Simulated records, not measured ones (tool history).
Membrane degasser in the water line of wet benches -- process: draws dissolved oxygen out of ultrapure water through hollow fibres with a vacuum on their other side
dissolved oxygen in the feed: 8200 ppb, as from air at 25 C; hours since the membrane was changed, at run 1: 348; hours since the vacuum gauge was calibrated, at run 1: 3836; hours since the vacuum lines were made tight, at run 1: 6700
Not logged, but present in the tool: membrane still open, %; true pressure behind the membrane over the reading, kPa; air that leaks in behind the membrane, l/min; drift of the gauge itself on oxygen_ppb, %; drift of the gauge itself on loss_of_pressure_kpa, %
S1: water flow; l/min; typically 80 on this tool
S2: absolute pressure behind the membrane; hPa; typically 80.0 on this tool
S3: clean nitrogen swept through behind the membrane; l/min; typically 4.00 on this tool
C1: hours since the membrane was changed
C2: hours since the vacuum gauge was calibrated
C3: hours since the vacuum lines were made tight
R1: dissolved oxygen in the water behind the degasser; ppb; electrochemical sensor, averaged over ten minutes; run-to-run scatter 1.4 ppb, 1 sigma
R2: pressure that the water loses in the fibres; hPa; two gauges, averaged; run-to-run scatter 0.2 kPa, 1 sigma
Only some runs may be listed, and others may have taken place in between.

| run | hour | S1 | S2 | S3 | C1 | C2 | C3 | R1 | R2 |
|---|---|---|---|---|---|---|---|---|---|
| 1 | 0.0 | 80 | 80.0 | 4.00 | 348 | 3836 | 6700 | 214.4 | 440.1 |
| 2 | 33.9 | 80 | 80.0 | 4.00 | 381 | 3870 | 6734 | 215.9 | 439.1 |
|  | 49.8 | seals of the vacuum lines changed |
| 3 | 90.7 | 80 | 80.0 | 4.00 | 436 | 3924 | 41 | 213.5 | 439.4 |
| 4 | 144.7 | 80 | 80.0 | 4.00 | 490 | 3978 | 95 | 212.8 | 440.3 |
| 5 | 171.6 | 80 | 142.5 | 4.00 | 517 | 4005 | 122 | 471.1 | 435.9 |
| 6 | 231.3 | 80 | 142.5 | 4.00 | 577 | 4065 | 182 | 467.6 | 438.3 |
| 7 | 265.7 | 80 | 134.3 | 4.00 | 611 | 4099 | 216 | 443.3 | 436.5 |
| 8 | 292.7 | 80 | 134.3 | 4.00 | 638 | 4126 | 243 | 438.9 | 437.6 |
| 9 | 321.6 | 71 | 80.0 | 4.00 | 667 | 4155 | 272 | 190.1 | 390.8 |
| 10 | 370.1 | 71 | 80.0 | 4.00 | 716 | 4204 | 320 | 191.3 | 391.5 |
| 11 | 417.2 | 69 | 80.0 | 4.00 | 763 | 4251 | 367 | 186.2 | 378.2 |
| 12 | 446.0 | 69 | 80.0 | 4.00 | 792 | 4280 | 396 | 185.3 | 379.5 |
| 13 | 483.5 | 69 | 80.0 | 4.00 | 829 | 4317 | 434 | 184.9 | 379.4 |
| 14 | 543.0 | 69 | 80.0 | 4.00 | 889 | 4377 | 493 | 186.6 | 382.5 |
| 15 | 591.4 | 57 | 185.2 | 11.36 | 937 | 4425 | 542 | 182.1 | 308.1 |
| 16 | 646.0 | 57 | 185.2 | 11.36 | 992 | 4480 | 596 | 182.8 | 314.9 |
| 17 | 700.5 | 57 | 185.2 | 11.36 | 1046 | 4534 | 651 | 182.1 | 312.6 |
| 18 | 741.2 | 55 | 124.5 | 1.94 | 1087 | 4575 | 691 | 528.6 | 300.0 |
| 19 | 801.0 | 122 | 176.3 | 4.00 | 1147 | 4635 | 751 | 878.1 | 666.5 |
| 20 | 830.9 | 122 | 176.3 | 4.00 | 1176 | 4665 | 781 | 880.1 | 670.2 |
| 21 | 870.9 | 122 | 187.2 | 4.41 | 1216 | 4705 | 821 | 863.1 | 664.0 |
| 22 | 915.5 | 122 | 187.2 | 4.41 | 1261 | 4749 | 866 | 876.1 | 666.8 |
|  | 931.2 | vacuum gauge calibrated |
| 23 | 962.5 | 80 | 68.9 | 4.95 | 1307 | 31 | 912 | 138.6 | 438.8 |
| 24 | 997.9 | 80 | 68.9 | 4.95 | 1343 | 67 | 948 | 137.4 | 437.5 |
| 25 | 1057.6 | 66 | 87.8 | 1.62 | 1403 | 126 | 1007 | 434.8 | 363.0 |
| 26 | 1114.1 | 66 | 87.8 | 1.62 | 1459 | 183 | 1064 | 437.1 | 361.8 |

Describe how what the log doesn't record of the tool's condition differs between the last listed run preceding each entry between runs and the first listed run following it.
Logged between run 2 and run 3: seals of the vacuum lines changed (hour 49.8)
  air that leaks in behind the membrane, l/min: 0.0023 -> 0.002
Logged between run 22 and run 23: vacuum gauge calibrated (hour 931.2)
  nothing in the hidden state changes from one run to the other
